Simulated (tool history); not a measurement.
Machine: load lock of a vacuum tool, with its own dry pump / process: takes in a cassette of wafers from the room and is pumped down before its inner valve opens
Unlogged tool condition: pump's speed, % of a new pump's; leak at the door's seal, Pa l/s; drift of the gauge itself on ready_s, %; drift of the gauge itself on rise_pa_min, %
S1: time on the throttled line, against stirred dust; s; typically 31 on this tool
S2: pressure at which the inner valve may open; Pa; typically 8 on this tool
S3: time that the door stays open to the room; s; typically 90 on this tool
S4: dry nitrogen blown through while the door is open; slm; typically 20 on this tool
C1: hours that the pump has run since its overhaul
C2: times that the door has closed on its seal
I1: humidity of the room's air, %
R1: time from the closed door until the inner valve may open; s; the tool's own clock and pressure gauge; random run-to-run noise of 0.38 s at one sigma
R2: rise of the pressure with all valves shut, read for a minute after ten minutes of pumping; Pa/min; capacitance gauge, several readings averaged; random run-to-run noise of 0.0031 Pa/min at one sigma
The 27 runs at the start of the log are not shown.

run,hour,S1,S2,S3,S4,C1,C2,I1,R1,R2
28,3173.7,31,10,65,41,6126,31722,44.5,42.5,0.084
29,3284,31,10,64,19,6236,32256,46.8,43.1,0.108
30,3364.8,31,8,66,7,6317,32647,44.6,44.1,0.118
31,3497.9,31,13,66,7,6450,33292,42.5,42.6,0.117
32,3580,35,8,90,13,6532,33689,41.7,46.6,0.11
33,3689.8,35,8,90,44,6642,34221,49.1,47.5,0.097
34,3784.1,54,8,90,44,6736,34678,45.7,64.4,0.096
35,3901.3,54,8,90,44,6853,35245,46.9,65.1,0.099

3 ways to go on from here, each from the tool as it stands after run 35. What would each give?
A,4056.6,31,7,61,26,7009,35997,41.4,?,?
B,4056.6,56,8,53,44,7009,35997,46.1,?,?
C,4056.6,54,6,90,44,7009,35997,44.3,?,?

run,R1,R2
A,43.9,0.108
B,66,0.094
C,64.3,0.097
What these runs would have given with no unlogged condition in the tool:
run,R1,R2
A,43,0.056
B,65.3,0.043
C,63.5,0.045
